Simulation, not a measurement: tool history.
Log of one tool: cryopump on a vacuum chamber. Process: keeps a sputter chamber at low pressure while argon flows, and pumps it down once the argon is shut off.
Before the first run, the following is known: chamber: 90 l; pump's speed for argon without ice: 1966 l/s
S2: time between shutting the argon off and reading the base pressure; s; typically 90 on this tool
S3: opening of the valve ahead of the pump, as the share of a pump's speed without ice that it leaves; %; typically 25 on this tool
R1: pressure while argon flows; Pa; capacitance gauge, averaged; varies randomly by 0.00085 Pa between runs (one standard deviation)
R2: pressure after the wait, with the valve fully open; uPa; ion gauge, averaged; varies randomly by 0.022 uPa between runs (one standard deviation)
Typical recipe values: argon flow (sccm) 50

{"run": 1, "hour": 0.0, "argon flow (sccm)": 50, "S2": 90, "S3": 25, "R1": 0.1778, "R2": 0.58}
{"run": 2, "hour": 10.4, "argon flow (sccm)": 50, "S2": 241, "S3": 25, "R1": 0.1782, "R2": 0.34}
{"run": 3, "hour": 26.6, "argon flow (sccm)": 50, "S2": 90, "S3": 47, "R1": 0.0968, "R2": 0.58}
{"run": 4, "hour": 39.3, "argon flow (sccm)": 50, "S2": 109, "S3": 25, "R1": 0.1775, "R2": 0.53}
{"run": 5, "hour": 57.5, "argon flow (sccm)": 50, "S2": 90, "S3": 25, "R1": 0.1771, "R2": 0.56}
{"run": 6, "hour": 68.0, "argon flow (sccm)": 50, "S2": 90, "S3": 25, "R1": 0.1788, "R2": 0.62}
{"run": 7, "hour": 84.4, "argon flow (sccm)": 50, "S2": 90, "S3": 20, "R1": 0.2228, "R2": 0.55}
{"run": 8, "hour": 96.2, "argon flow (sccm)": 37, "S2": 90, "S3": 25, "R1": 0.1321, "R2": 0.59}
{"run": 9, "hour": 112.8, "argon flow (sccm)": 37, "S2": 90, "S3": 25, "R1": 0.1327, "R2": 0.6}
{"run": 10, "hour": 127.2, "argon flow (sccm)": 50, "S2": 90, "S3": 25, "R1": 0.1777, "R2": 0.62}
{"run": 11, "hour": 148.9, "argon flow (sccm)": 50, "S2": 90, "S3": 25, "R1": 0.177, "R2": 0.63}
{"run": 12, "hour": 168.7, "argon flow (sccm)": 50, "S2": 90, "S3": 25, "R1": 0.1786, "R2": 0.58}
{"run": 13, "hour": 179.6, "argon flow (sccm)": 50, "S2": 90, "S3": 33, "R1": 0.1377, "R2": 0.65}
{"run": 14, "hour": 193.4, "argon flow (sccm)": 50, "S2": 90, "S3": 33, "R1": 0.1367, "R2": 0.65}
{"run": 15, "hour": 206.9, "argon flow (sccm)": 50, "S2": 90, "S3": 33, "R1": 0.1378, "R2": 0.63}
{"run": 16, "hour": 222.6, "argon flow (sccm)": 50, "S2": 90, "S3": 33, "R1": 0.139, "R2": 0.67}
{"run": 17, "hour": 239.9, "argon flow (sccm)": 50, "S2": 90, "S3": 33, "R1": 0.1384, "R2": 0.66}
{"run": 18, "hour": 249.6, "argon flow (sccm)": 50, "S2": 83, "S3": 26, "R1": 0.1745, "R2": 0.69}
{"run": 19, "hour": 264.2, "argon flow (sccm)": 50, "S2": 83, "S3": 26, "R1": 0.173, "R2": 0.69}
{"run": 20, "hour": 282.3, "argon flow (sccm)": 94, "S2": 83, "S3": 26, "R1": 0.326, "R2": 0.71}
{"run": 21, "hour": 302.9, "argon flow (sccm)": 50, "S2": 122, "S3": 20, "R1": 0.2232, "R2": 0.54}
{"run": 22, "hour": 317.3, "argon flow (sccm)": 33, "S2": 287, "S3": 25, "R1": 0.1184, "R2": 0.42}
{"run": 23, "hour": 333.5, "argon flow (sccm)": 24, "S2": 287, "S3": 25, "R1": 0.0874, "R2": 0.43}
{"run": 24, "hour": 355.3, "argon flow (sccm)": 24, "S2": 287, "S3": 25, "R1": 0.0869, "R2": 0.43}
{"run": 25, "hour": 373.7, "argon flow (sccm)": 90, "S2": 90, "S3": 25, "R1": 0.3279, "R2": 0.62}
{"run": 26, "hour": 385.9, "argon flow (sccm)": 29, "S2": 90, "S3": 30, "R1": 0.0878, "R2": 0.68}
{"run": 27, "hour": 403.0, "argon flow (sccm)": 53, "S2": 133, "S3": 24, "R1": 0.2004, "R2": 0.59}
{"run": 28, "hour": 423.9, "argon flow (sccm)": 30, "S2": 90, "S3": 47, "R1": 0.0611, "R2": 0.7}
{"run": 29, "hour": 436.1, "argon flow (sccm)": 59, "S2": 51, "S3": 25, "R1": 0.2142, "R2": 1.06}
{"run": 30, "hour": 451.3, "argon flow (sccm)": 21, "S2": 232, "S3": 16, "R1": 0.1168, "R2": 0.47}
{"run": 31, "hour": 470.8, "argon flow (sccm)": 100, "S2": 63, "S3": 36, "R1": 0.2602, "R2": 0.87}
{"run": 32, "hour": 482.1, "argon flow (sccm)": 100, "S2": 63, "S3": 36, "R1": 0.2613, "R2": 0.93}
{"run": 33, "hour": 497.5, "argon flow (sccm)": 51, "S2": 150, "S3": 44, "R1": 0.1114, "R2": 0.56}
{"run": 34, "hour": 507.5, "argon flow (sccm)": 51, "S2": 150, "S3": 44, "R1": 0.1104, "R2": 0.6}

Difference, measured minus no-hidden-state, one row per run. Run-to-run variation is common to both terms; the gauge's own scatter need not be:
The tool's hidden condition here consists of: pump's speed, % of a pump's without ice; cold plate's temperature, K; leak into the chamber, uPa l/s; drift of the gauge itself on working_pa, %; drift of the gauge itself on base_upa, %.
run=1 R1=+0.0052 R2=+0.04
run=2 R1=+0.0054 R2=+0.05
run=3 R1=+0.0056 R2=+0.05
run=4 R1=+0.0057 R2=+0.06
run=5 R1=+0.0058 R2=+0.06
run=6 R1=+0.006 R2=+0.06
run=7 R1=+0.0062 R2=+0.07
run=8 R1=+0.0047 R2=+0.07
run=9 R1=+0.0049 R2=+0.08
run=10 R1=+0.0066 R2=+0.08
run=11 R1=+0.0068 R2=+0.08
run=12 R1=+0.0071 R2=+0.09
run=13 R1=+0.0072 R2=+0.1
run=14 R1=+0.0073 R2=+0.1
run=15 R1=+0.0075 R2=+0.1
run=16 R1=+0.0077 R2=+0.11
run=17 R1=+0.0079 R2=+0.12
run=18 R1=+0.008 R2=+0.12
run=19 R1=+0.0081 R2=+0.13
run=20 R1=+0.0156 R2=+0.13
run=21 R1=+0.0085 R2=+0.14
run=22 R1=+0.0058 R2=+0.14
run=23 R1=+0.0043 R2=+0.15
run=24 R1=+0.0045 R2=+0.16
run=25 R1=+0.0171 R2=+0.16
run=26 R1=+0.0055 R2=+0.16
run=27 R1=+0.0103 R2=+0.17
run=28 R1=+0.006 R2=+0.17
run=29 R1=+0.012 R2=+0.19
run=30 R1=+0.0044 R2=+0.19
run=31 R1=+0.0213 R2=+0.19
run=32 R1=+0.0215 R2=+0.2
run=33 R1=+0.0112 R2=+0.19
run=34 R1=+0.0112 R2=+0.21
